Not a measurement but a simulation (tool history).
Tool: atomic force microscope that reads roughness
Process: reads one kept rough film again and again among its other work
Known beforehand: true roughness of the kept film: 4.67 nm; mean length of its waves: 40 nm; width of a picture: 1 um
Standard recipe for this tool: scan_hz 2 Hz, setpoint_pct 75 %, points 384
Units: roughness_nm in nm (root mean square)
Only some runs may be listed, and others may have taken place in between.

{"run": 1, "hour": 0.0, "scan_hz": 2, "setpoint_pct": 75, "points": 384, "roughness_nm": 3.842}
{"run": 2, "hour": 39.8, "scan_hz": 2, "setpoint_pct": 75, "points": 384, "roughness_nm": 3.774}
{"hour": 68.3, "done": "new tip fitted"}
{"run": 3, "hour": 101.3, "scan_hz": 2, "setpoint_pct": 75, "points": 384, "roughness_nm": 4.078}
{"run": 4, "hour": 156.2, "scan_hz": 2, "setpoint_pct": 75, "points": 384, "roughness_nm": 3.957}
{"run": 5, "hour": 201.8, "scan_hz": 2, "setpoint_pct": 75, "points": 384, "roughness_nm": 3.885}
{"run": 6, "hour": 259.4, "scan_hz": 2, "setpoint_pct": 75, "points": 698, "roughness_nm": 3.799}
{"hour": 282.1, "done": "new tip fitted"}
{"run": 7, "hour": 301.1, "scan_hz": 2, "setpoint_pct": 75, "points": 473, "roughness_nm": 4.137}
{"run": 8, "hour": 332.0, "scan_hz": 2, "setpoint_pct": 75, "points": 473, "roughness_nm": 4.075}
{"run": 9, "hour": 400.9, "scan_hz": 2, "setpoint_pct": 75, "points": 384, "roughness_nm": 3.897}
{"run": 10, "hour": 455.0, "scan_hz": 2, "setpoint_pct": 75, "points": 384, "roughness_nm": 3.809}
{"hour": 493.5, "done": "new tip fitted"}
{"run": 11, "hour": 515.8, "scan_hz": 1, "setpoint_pct": 75, "points": 384, "roughness_nm": 4.232}
{"run": 12, "hour": 572.9, "scan_hz": 1.47, "setpoint_pct": 75, "points": 384, "roughness_nm": 4.063}
{"run": 13, "hour": 615.8, "scan_hz": 3.32, "setpoint_pct": 88, "points": 605, "roughness_nm": 3.506}
{"run": 14, "hour": 652.0, "scan_hz": 1.71, "setpoint_pct": 63, "points": 366, "roughness_nm": 4.011}
{"hour": 703.0, "done": "new tip fitted"}
{"run": 15, "hour": 722.3, "scan_hz": 0.69, "setpoint_pct": 61, "points": 777, "roughness_nm": 4.374}
{"run": 16, "hour": 784.2, "scan_hz": 0.62, "setpoint_pct": 75, "points": 365, "roughness_nm": 4.109}
{"run": 17, "hour": 818.3, "scan_hz": 2, "setpoint_pct": 69, "points": 900, "roughness_nm": 3.983}
{"run": 18, "hour": 872.5, "scan_hz": 2, "setpoint_pct": 69, "points": 262, "roughness_nm": 3.89}
{"hour": 912.8, "done": "new tip fitted"}
{"run": 19, "hour": 917.9, "scan_hz": 0.76, "setpoint_pct": 86, "points": 480, "roughness_nm": 4.222}
{"run": 20, "hour": 956.3, "scan_hz": 2, "setpoint_pct": 74, "points": 797, "roughness_nm": 4.137}

Results per run with the tool's hidden condition removed, run-to-run variation unchanged:
The hidden state here: radius of the tip, nm; height scale over the true one, %; drift of the gauge itself on roughness_nm, %.
run=1 roughness_nm=4.144
run=2 roughness_nm=4.142
run=3 roughness_nm=4.136
run=4 roughness_nm=4.125
run=5 roughness_nm=4.125
run=6 roughness_nm=4.138
run=7 roughness_nm=4.156
run=8 roughness_nm=4.163
run=9 roughness_nm=4.122
run=10 roughness_nm=4.122
run=11 roughness_nm=4.258
run=12 roughness_nm=4.196
run=13 roughness_nm=3.693
run=14 roughness_nm=4.301
run=15 roughness_nm=4.406
run=16 roughness_nm=4.27
run=17 roughness_nm=4.212
run=18 roughness_nm=4.211
run=19 roughness_nm=4.209
run=20 roughness_nm=4.199
